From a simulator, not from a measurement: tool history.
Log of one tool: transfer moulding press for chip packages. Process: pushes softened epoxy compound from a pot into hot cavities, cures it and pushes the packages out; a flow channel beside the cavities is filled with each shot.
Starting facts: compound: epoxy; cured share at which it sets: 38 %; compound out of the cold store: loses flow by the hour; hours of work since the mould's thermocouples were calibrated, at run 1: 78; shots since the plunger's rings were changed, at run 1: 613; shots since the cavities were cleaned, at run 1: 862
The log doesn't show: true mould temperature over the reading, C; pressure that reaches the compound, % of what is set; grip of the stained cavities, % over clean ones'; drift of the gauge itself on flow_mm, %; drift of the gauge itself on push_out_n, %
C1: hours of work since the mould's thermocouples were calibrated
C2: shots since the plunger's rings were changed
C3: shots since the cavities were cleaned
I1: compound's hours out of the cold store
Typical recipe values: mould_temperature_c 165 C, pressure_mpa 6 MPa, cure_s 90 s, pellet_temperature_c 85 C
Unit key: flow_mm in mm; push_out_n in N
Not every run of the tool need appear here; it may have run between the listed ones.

Run 1, hour 0: usual settings; C1 78; C2 613; C3 862; I1 20.7. Result: flow_mm 950 mm, push_out_n 330 N.
Run 2, hour 5.9: usual settings but pressure_mpa 7.17 MPa; C1 81; C2 677; C3 926; I1 20.3. Result: flow_mm 1039 mm, push_out_n 338 N.
Run 3, hour 11.9: usual settings but pressure_mpa 6.41 MPa; C1 85; C2 743; C3 992; I1 21.3. Result: flow_mm 975 mm, push_out_n 328 N.
At hour 17.3: cavities cleaned with cleaning compound and waxed.
Run 4, hour 22.6: usual settings but pressure_mpa 6.41 MPa; C1 90; C2 843; C3 58; I1 13.3. Result: flow_mm 998 mm, push_out_n 320 N.
Run 5, hour 27.3: usual settings but mould_temperature_c 160 C, pressure_mpa 6.41 MPa; C1 93; C2 895; C3 110; I1 21.4. Result: flow_mm 1006 mm, push_out_n 424 N.
Run 6, hour 31.3: usual settings; C1 95; C2 938; C3 153; I1 19.7. Result: flow_mm 946 mm, push_out_n 317 N.
Run 7, hour 36.4: usual settings; C1 98; C2 994; C3 209; I1 30.5. Result: flow_mm 928 mm, push_out_n 325 N.
Run 8, hour 44: usual settings; C1 102; C2 1076; C3 291; I1 12.8. Result: flow_mm 971 mm, push_out_n 336 N.
Run 9, hour 50.4: usual settings; C1 106; C2 1146; C3 361; I1 20.1. Result: flow_mm 953 mm, push_out_n 329 N.
Run 10, hour 59.9: usual settings but mould_temperature_c 160 C; C1 111; C2 1249; C3 464; I1 11.4. Result: flow_mm 993 mm, push_out_n 424 N.
Run 11, hour 68.3: usual settings; C1 116; C2 1341; C3 556; I1 33.5. Result: flow_mm 915 mm, push_out_n 332 N.
Run 12, hour 72.8: usual settings but pressure_mpa 7.2 MPa; C1 119; C2 1389; C3 604; I1 25.6. Result: flow_mm 1040 mm, push_out_n 323 N.
Run 13, hour 77.5: usual settings but pressure_mpa 7.2 MPa; C1 122; C2 1441; C3 656; I1 37.6. Result: flow_mm 1013 mm, push_out_n 337 N.
Run 14, hour 85: usual settings but pressure_mpa 7.2 MPa; C1 126; C2 1523; C3 738; I1 8.4. Result: flow_mm 1070 mm, push_out_n 336 N.
Run 15, hour 94.6: usual settings but pressure_mpa 7.1 MPa, pellet_temperature_c 77 C; C1 131; C2 1627; C3 842; I1 19.3. Result: flow_mm 1030 mm, push_out_n 329 N.
Run 16, hour 103.4: usual settings but pressure_mpa 7.1 MPa, pellet_temperature_c 77 C; C1 137; C2 1723; C3 938; I1 30.2. Result: flow_mm 1001 mm, push_out_n 337 N.
At hour 113.4: cavities cleaned with cleaning compound and waxed.
Run 17, hour 113.4: usual settings but pressure_mpa 7.1 MPa, pellet_temperature_c 77 C; C1 141; C2 1815; C3 0; I1 16.9. Result: flow_mm 1052 mm, push_out_n 335 N.
Run 18, hour 121.3: usual settings but pressure_mpa 7.1 MPa, pellet_temperature_c 77 C; C1 146; C2 1901; C3 86; I1 19.5. Result: flow_mm 1030 mm, push_out_n 308 N.
Run 19, hour 129.4: usual settings but pressure_mpa 7.1 MPa, pellet_temperature_c 77 C; C1 151; C2 1990; C3 175; I1 35.1. Result: flow_mm 995 mm, push_out_n 320 N.
Run 20, hour 138: usual settings but pressure_mpa 6.79 MPa; C1 156; C2 2083; C3 268; I1 12.4. Result: flow_mm 1033 mm, push_out_n 325 N.
Run 21, hour 146.2: usual settings but mould_temperature_c 159 C, pellet_temperature_c 78 C; C1 160; C2 2172; C3 357; I1 37.3. Result: flow_mm 944 mm, push_out_n 457 N.
Run 22, hour 153.7: usual settings but pellet_temperature_c 80 C; C1 165; C2 2254; C3 439; I1 14.6. Result: flow_mm 963 mm, push_out_n 334 N.
Run 23, hour 162.9: usual settings but mould_temperature_c 162 C, pellet_temperature_c 81 C; C1 170; C2 2354; C3 539; I1 8.3. Result: flow_mm 988 mm, push_out_n 374 N.
Run 24, hour 170.8: usual settings but mould_temperature_c 162 C, pellet_temperature_c 81 C; C1 174; C2 2440; C3 625; I1 30.7. Result: flow_mm 944 mm, push_out_n 368 N.
Run 25, hour 180.1: usual settings but mould_temperature_c 162 C, pressure_mpa 7.24 MPa, cure_s 77 s, pellet_temperature_c 81 C; C1 180; C2 2541; C3 726; I1 47.3. Result: flow_mm 1007 mm, push_out_n 466 N.
Run 26, hour 188.8: usual settings but pressure_mpa 5.26 MPa, cure_s 87 s; C1 185; C2 2636; C3 821; I1 45.2. Result: flow_mm 855 mm, push_out_n 326 N.
Run 27, hour 196.2: usual settings but pressure_mpa 5.26 MPa, cure_s 87 s; C1 189; C2 2717; C3 902; I1 11.5. Result: flow_mm 907 mm, push_out_n 353 N.
Run 28, hour 203.9: usual settings but pressure_mpa 5.26 MPa, cure_s 87 s; C1 194; C2 2801; C3 986; I1 34.1. Result: flow_mm 860 mm, push_out_n 333 N.

Below are 4 alternative next runs, each starting from the tool's condition after run 28. Predict each:
At hour 209.7: cavities cleaned with cleaning compound and waxed.
Run A, hour 213.4: usual settings but mould_temperature_c 171 C, pressure_mpa 5.26 MPa, cure_s 97 s, pellet_temperature_c 86 C; C1 198; C2 2887; C3 39; I1 37.1. Result: flow_mm ?, push_out_n ?.
At hour 209.7: cavities cleaned with cleaning compound and waxed.
Run B, hour 213.4: usual settings but mould_temperature_c 168 C, pressure_mpa 5.11 MPa, pellet_temperature_c 80 C; C1 198; C2 2887; C3 39; I1 33.5. Result: flow_mm ?, push_out_n ?.
At hour 209.7: cavities cleaned with cleaning compound and waxed.
Run C, hour 213.4: usual settings but pressure_mpa 6.32 MPa, cure_s 111 s; C1 198; C2 2887; C3 39; I1 15.8. Result: flow_mm ?, push_out_n ?.
At hour 209.7: cavities cleaned with cleaning compound and waxed.
Run D, hour 213.4: usual settings but pressure_mpa 5.26 MPa, cure_s 87 s, pellet_temperature_c 84 C; C1 198; C2 2887; C3 39; I1 17.3. Result: flow_mm ?, push_out_n ?.

run  flow_mm  push_out_n
  A      837         295
  B      838         301
  C      995         289
  D      884         346
Stripped of hidden state, with their random variation kept, the same runs would have yielded:
run  flow_mm  push_out_n
  A      838         294
  B      839         300
  C      996         289
  D      885         345
